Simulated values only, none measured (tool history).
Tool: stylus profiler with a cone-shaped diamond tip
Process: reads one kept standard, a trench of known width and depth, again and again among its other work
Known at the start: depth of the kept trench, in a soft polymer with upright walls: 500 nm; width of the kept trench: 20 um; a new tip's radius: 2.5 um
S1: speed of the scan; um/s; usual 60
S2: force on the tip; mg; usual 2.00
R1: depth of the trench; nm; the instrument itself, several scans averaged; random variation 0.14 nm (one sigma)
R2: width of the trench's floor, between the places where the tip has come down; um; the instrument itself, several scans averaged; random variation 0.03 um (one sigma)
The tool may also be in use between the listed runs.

run 1 day=0.000 | S1=60 S2=2.00 | R1=504.25 R2=16.52
run 2 day=1.633 | S1=60 S2=2.00 | R1=504.29 R2=16.43
run 3 day=3.696 | S1=60 S2=2.00 | R1=504.39 R2=16.43
run 4 day=6.042 | S1=60 S2=2.00 | R1=504.45 R2=16.41
run 5 day=7.529 | S1=60 S2=2.00 | R1=504.25 R2=16.35
run 6 day=9.762 | S1=45 S2=2.00 | R1=504.33 R2=16.45
run 7 day=11.504 | S1=129 S2=2.00 | R1=504.41 R2=15.96
run 8 day=13.271 | S1=129 S2=2.00 | R1=504.46 R2=15.92
run 9 day=15.917 | S1=129 S2=2.00 | R1=504.69 R2=15.92
run 10 day=17.333 | S1=129 S2=4.87 | R1=507.76 R2=16.06
run 11 day=18.667 | S1=60 S2=2.00 | R1=504.61 R2=16.15
-- day=18.917 height scale calibrated on a step standard
run 12 day=20.762 | S1=60 S2=2.00 | R1=504.83 R2=16.15
run 13 day=22.138 | S1=60 S2=2.00 | R1=505.19 R2=16.13
run 14 day=24.592 | S1=60 S2=2.00 | R1=505.20 R2=16.05
-- day=25.150 height scale calibrated on a step standard, once more
run 15 day=26.146 | S1=60 S2=2.00 | R1=503.90 R2=16.09
run 16 day=28.629 | S1=41 S2=4.68 | R1=507.18 R2=16.13
run 17 day=30.338 | S1=88 S2=1.57 | R1=503.49 R2=15.75
run 18 day=31.471 | S1=71 S2=1.71 | R1=503.89 R2=15.83
run 19 day=33.204 | S1=34 S2=1.48 | R1=503.47 R2=16.05
run 20 day=35.783 | S1=34 S2=1.48 | R1=503.70 R2=15.95
run 21 day=36.996 | S1=58 S2=2.00 | R1=504.50 R2=15.88
run 22 day=39.321 | S1=58 S2=2.00 | R1=504.48 R2=15.84
run 23 day=41.500 | S1=58 S2=2.00 | R1=504.27 R2=15.79
run 24 day=43.312 | S1=81 S2=3.58 | R1=506.46 R2=15.75
run 25 day=45.046 | S1=67 S2=1.57 | R1=503.58 R2=15.72
run 26 day=46.179 | S1=64 S2=1.18 | R1=503.23 R2=15.64
run 27 day=48.621 | S1=64 S2=1.18 | R1=503.41 R2=15.57
run 28 day=50.246 | S1=64 S2=1.18 | R1=503.37 R2=15.59

Forecast each of these 5 alternatives for the next run:
run A day=52.262 | S1=29 S2=5.62 | R1=? R2=?
run B day=52.262 | S1=32 S2=1.50 | R1=? R2=?
run C day=52.262 | S1=22 S2=1.18 | R1=? R2=?
run D day=52.262 | S1=181 S2=1.66 | R1=? R2=?
run E day=52.262 | S1=50 S2=3.72 | R1=? R2=?

run=A R1=508.43 R2=15.82
run=B R1=503.83 R2=15.71
run=C R1=503.49 R2=15.83
run=D R1=504.07 R2=14.88
run=E R1=506.62 R2=15.74
Without the tool's hidden state the same runs would have given:
run=A R1=507.84 R2=16.88
run=B R1=503.25 R2=16.77
run=C R1=502.91 R2=16.89
run=D R1=503.49 R2=15.93
run=E R1=506.03 R2=16.79
